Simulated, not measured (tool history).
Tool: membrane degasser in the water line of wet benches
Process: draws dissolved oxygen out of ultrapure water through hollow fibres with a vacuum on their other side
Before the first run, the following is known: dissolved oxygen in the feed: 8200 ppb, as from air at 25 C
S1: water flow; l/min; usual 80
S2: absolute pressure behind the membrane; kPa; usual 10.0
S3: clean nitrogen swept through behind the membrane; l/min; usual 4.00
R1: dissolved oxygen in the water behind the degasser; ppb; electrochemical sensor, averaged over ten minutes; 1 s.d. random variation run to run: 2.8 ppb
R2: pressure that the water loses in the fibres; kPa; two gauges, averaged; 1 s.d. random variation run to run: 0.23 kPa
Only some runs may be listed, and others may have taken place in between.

| run | hour | S1 | S2 | S3 | R1 | R2 |
|---|---|---|---|---|---|---|
| 1 | 0.0 | 80 | 10.0 | 4.00 | 298.6 | 57.00 |
| 2 | 75.3 | 80 | 13.7 | 4.00 | 447.6 | 57.06 |
| 3 | 123.7 | 80 | 13.7 | 4.00 | 443.7 | 56.80 |
| 4 | 214.6 | 80 | 13.7 | 4.00 | 447.8 | 56.84 |
| 5 | 315.2 | 80 | 13.7 | 4.00 | 452.5 | 57.04 |
| 6 | 381.0 | 80 | 10.0 | 4.00 | 297.3 | 56.84 |
| 7 | 440.7 | 114 | 10.0 | 4.00 | 413.6 | 81.33 |
| 8 | 531.7 | 100 | 10.0 | 4.00 | 363.9 | 71.41 |
| 9 | 614.4 | 80 | 10.0 | 3.35 | 344.4 | 57.18 |
| 10 | 722.0 | 80 | 10.0 | 3.35 | 342.5 | 56.36 |
| 11 | 775.1 | 80 | 10.0 | 3.35 | 343.2 | 56.84 |
| 12 | 846.6 | 80 | 10.0 | 3.35 | 343.8 | 56.92 |
| 13 | 947.2 | 80 | 10.0 | 3.35 | 350.4 | 56.66 |
| 14 | 1038.4 | 80 | 10.0 | 4.00 | 302.9 | 56.98 |
| 15 | 1123.1 | 80 | 9.6 | 4.00 | 281.6 | 56.04 |
| 16 | 1191.3 | 80 | 9.6 | 4.00 | 276.6 | 56.52 |
| 17 | 1299.5 | 51 | 10.0 | 11.64 | 72.3 | 36.10 |
| 18 | 1397.5 | 80 | 11.2 | 6.75 | 220.1 | 56.19 |
| 19 | 1449.9 | 126 | 20.3 | 10.24 | 481.8 | 88.50 |
| 20 | 1532.3 | 126 | 20.3 | 10.24 | 487.5 | 89.00 |
| 21 | 1606.9 | 126 | 20.3 | 10.24 | 489.9 | 89.37 |
| 22 | 1706.8 | 110 | 10.0 | 7.79 | 231.4 | 77.50 |
| 23 | 1799.2 | 110 | 10.0 | 7.79 | 232.0 | 77.45 |
| 24 | 1867.6 | 74 | 9.0 | 2.62 | 341.6 | 52.37 |
| 25 | 1974.8 | 80 | 12.6 | 4.00 | 401.5 | 56.09 |
| 26 | 2073.2 | 80 | 12.6 | 4.00 | 406.6 | 56.48 |
| 27 | 2168.2 | 73 | 7.7 | 4.00 | 186.3 | 51.04 |
| 28 | 2234.9 | 73 | 7.7 | 4.00 | 184.3 | 51.25 |
| 29 | 2338.6 | 73 | 7.7 | 4.00 | 181.8 | 50.95 |
| 30 | 2392.7 | 80 | 19.0 | 6.63 | 427.9 | 56.29 |
| 31 | 2487.4 | 80 | 19.0 | 6.63 | 420.9 | 56.15 |
| 32 | 2536.8 | 77 | 13.6 | 6.63 | 279.2 | 54.42 |

Pick out some run-to-run changes in R2. Of each, how much would a tool without hidden state show as well, from the settings, what came in and chance, and how much is left for the hidden state and any gauge scatter not in both results compared?
The hidden state here: membrane still open, %; true pressure behind the membrane over the reading, kPa; air that leaks in behind the membrane, l/min; drift of the gauge itself on oxygen_ppb, %; drift of the gauge itself on loss_of_pressure_kpa, %.
Run 6 -> 7: S1 80 -> 114. R2 +24.49 kPa: hidden state -0.09, all else +24.58.
Run 17 -> 18: S1 51 -> 80, S2 10.0 -> 11.2, S3 11.64 -> 6.75. R2 +20.09 kPa: hidden state -0.21, all else +20.30.
Run 18 -> 19: S1 80 -> 126, S2 11.2 -> 20.3, S3 6.75 -> 10.24. R2 +32.31 kPa: hidden state -0.32, all else +32.63.
Run 23 -> 24: S1 110 -> 74, S2 10.0 -> 9.0, S3 7.79 -> 2.62. R2 -25.08 kPa: hidden state +0.27, all else -25.35.

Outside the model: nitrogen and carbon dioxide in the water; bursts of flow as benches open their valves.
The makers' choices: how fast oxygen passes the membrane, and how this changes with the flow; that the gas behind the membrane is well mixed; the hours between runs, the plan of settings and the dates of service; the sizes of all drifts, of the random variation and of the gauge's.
